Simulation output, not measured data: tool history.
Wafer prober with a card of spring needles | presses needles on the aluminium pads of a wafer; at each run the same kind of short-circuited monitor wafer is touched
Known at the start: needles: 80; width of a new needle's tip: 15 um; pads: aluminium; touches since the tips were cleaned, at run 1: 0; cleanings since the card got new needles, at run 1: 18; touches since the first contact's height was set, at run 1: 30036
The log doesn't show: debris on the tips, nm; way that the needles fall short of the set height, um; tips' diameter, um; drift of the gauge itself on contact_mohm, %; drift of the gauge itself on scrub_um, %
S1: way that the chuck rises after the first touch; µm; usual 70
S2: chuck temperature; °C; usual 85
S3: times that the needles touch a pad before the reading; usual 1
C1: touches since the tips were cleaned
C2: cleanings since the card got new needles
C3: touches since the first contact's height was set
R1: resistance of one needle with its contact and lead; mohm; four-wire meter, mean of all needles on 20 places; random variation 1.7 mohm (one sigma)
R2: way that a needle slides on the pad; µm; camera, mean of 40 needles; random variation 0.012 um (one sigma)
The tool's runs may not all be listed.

run   hour  S1   S2  S3    C1  C2     C3   R1     R2
  1    0.0  70   85   1     0  18  30036  164  15.34
  2   15.0  70   85   1  5912  18  35948  175  15.32
      20.9  -- tips cleaned on abrasive film
  3   31.9  70   85   1  4369  19  42601  182  15.31
      43.0  -- tips cleaned on abrasive film
  4   44.0  70   85   1   405  20  47339  166  15.29
  5   61.0  50   85   1  7083  20  54017  188  10.87
      64.7  -- tips cleaned on abrasive film
  6   76.9  50   85   1  4820  21  60274  188  10.83
      85.4  -- tips cleaned on abrasive film
      87.1  -- height of the first contact set anew
  7   96.0  67   85   1  4057  22   3500  174  14.74
     106.5  -- tips cleaned on abrasive film
  8  109.2  70  121   2  1069  23   8662  176  15.41
  9  117.5  82  121   2  4366  23  11959  174  18.06
     125.7  -- tips cleaned on abrasive film, once more
 10  134.2  82  121   2  3378  24  18514  178  18.03
 11  144.0  82  121   2  7255  24  22391  174  18.06

The next listed run, before its measurement:
     147.1  -- tips cleaned on abrasive film
 12  153.3  82  121   2  2454  25  26002   ?   ?

{"run 12": {"R1": 175, "R2": 18.02}}
Without the tool's hidden state the same run would have given R1 172 mohm, R2 18.09 µm.

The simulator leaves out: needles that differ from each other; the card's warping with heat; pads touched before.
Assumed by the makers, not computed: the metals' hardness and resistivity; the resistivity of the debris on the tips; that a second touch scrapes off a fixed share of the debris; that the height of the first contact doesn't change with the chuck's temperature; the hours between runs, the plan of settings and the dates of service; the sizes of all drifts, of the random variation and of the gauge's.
